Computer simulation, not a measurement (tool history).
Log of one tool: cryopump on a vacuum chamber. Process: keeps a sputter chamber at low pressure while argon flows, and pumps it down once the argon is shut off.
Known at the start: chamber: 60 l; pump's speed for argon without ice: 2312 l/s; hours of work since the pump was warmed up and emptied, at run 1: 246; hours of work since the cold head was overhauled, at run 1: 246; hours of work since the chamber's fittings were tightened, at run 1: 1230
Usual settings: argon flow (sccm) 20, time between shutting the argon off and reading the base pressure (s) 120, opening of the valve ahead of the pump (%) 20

run	day	argon flow (sccm)	time between shutting the argon off and reading the base pressure (s)	opening of the valve ahead of the pump (%)	hours of work since the pump was warmed up and emptied	hours of work since the cold head was overhauled	hours of work since the chamber's fittings were tightened	pressure while argon flows (Pa)	pressure after the wait (uPa)
1	0	20	120	20	246	246	1230	0.0745	1.24
2	1.733	20	120	60	271	271	1255	0.0253	1.25
3	3.258	36	120	60	293	293	1277	0.0475	1.31
4	5.704	20	120	20	329	329	1313	0.0755	1.37
5	7.254	20	247	20	351	351	1336	0.0753	1.12
6	8.317	20	247	20	367	367	1351	0.0754	1.12
7	10.825	20	247	20	403	403	1388	0.0754	1.09
8	12.004	20	247	20	420	420	1405	0.0757	1.18
9	13.579	20	247	20	443	443	1428	0.0763	1.17
10	15.888	20	247	20	477	477	1461	0.0761	1.18
11	18.171	20	247	20	510	510	1495	0.0756	1.22
12	19.646	20	247	20	532	532	1516	0.0758	1.24
13	22.008	20	247	20	566	566	1550	0.0776	1.31
14	24.329	20	247	20	600	600	1584	0.0764	1.31
# day 25.917: leaking fittings of the chamber tightened, without venting
15	26.9	20	120	20	636	636	14	0.0773	0.69
16	29.146	20	120	20	669	669	47	0.0769	0.73
17	30.546	20	120	20	689	689	67	0.0785	0.74
18	32.371	30	120	20	716	716	94	0.1171	0.75
19	34.042	11	66	20	740	740	118	0.0432	1.16
20	35.875	20	120	19	767	767	145	0.0817	0.81
21	37.546	15	30	16	791	791	169	0.0725	2.26
22	38.646	15	182	16	807	807	185	0.0724	0.66
23	39.733	15	120	22	823	823	201	0.053	0.83
24	41.062	20	54	35	842	842	220	0.0459	1.42
25	43.112	20	54	35	872	872	250	0.0473	1.47
26	45.4	20	24	59	905	905	284	0.0318	2.86
27	47.392	14	294	21	934	934	313	0.0528	0.58
# day 48.608: pump warmed up, emptied and cooled again
28	49.533	14	294	23	13	963	341	0.0437	0.5
29	50.788	11	120	23	32	981	359	0.0359	0.78
30	53.317	11	46	28	68	1018	396	0.029	1.58
31	55.829	36	120	20	105	1054	432	0.1322	0.86
32	58.3	36	120	20	141	1090	468	0.1333	0.87
33	59.683	36	111	28	161	1110	489	0.0956	0.89
34	61.542	29	111	60	188	1137	516	0.0378	0.93
35	64.021	17	173	41	224	1173	552	0.0311	0.82

Some steps in pressure while argon flows (Pa) between neighbouring runs. How much of each would the tool show without its hidden state too (settings, what came in, random variation), and how much is left for the hidden state, with any gauge scatter that isn't in both results?
The hidden state here: pump's speed, % of a pump's without ice; cold plate's temperature, K; leak into the chamber, uPa l/s; drift of the gauge itself on working_pa, %; drift of the gauge itself on base_upa, %.
Run 17 -> 18: argon flow (sccm) 20 -> 30. pressure while argon flows (Pa) +0.0386: hidden state +0.0026, all else +0.036.
Run 18 -> 19: argon flow (sccm) 30 -> 11, time between shutting the argon off and reading the base pressure (s) 120 -> 66. pressure while argon flows (Pa) -0.0739: hidden state -0.0043, all else -0.0696.
Run 27 -> 28: opening of the valve ahead of the pump (%) 21 -> 23, pump warmed up, emptied and cooled again. pressure while argon flows (Pa) -0.0091: hidden state -0.0045, all else -0.0046.
Run 30 -> 31: argon flow (sccm) 11 -> 36, time between shutting the argon off and reading the base pressure (s) 46 -> 120, opening of the valve ahead of the pump (%) 28 -> 20. pressure while argon flows (Pa) +0.1032: hidden state +0.0009, all else +0.1023.
Run 33 -> 34: argon flow (sccm) 36 -> 29, opening of the valve ahead of the pump (%) 28 -> 60. pressure while argon flows (Pa) -0.0578: hidden state -0.0001, all else -0.0577.
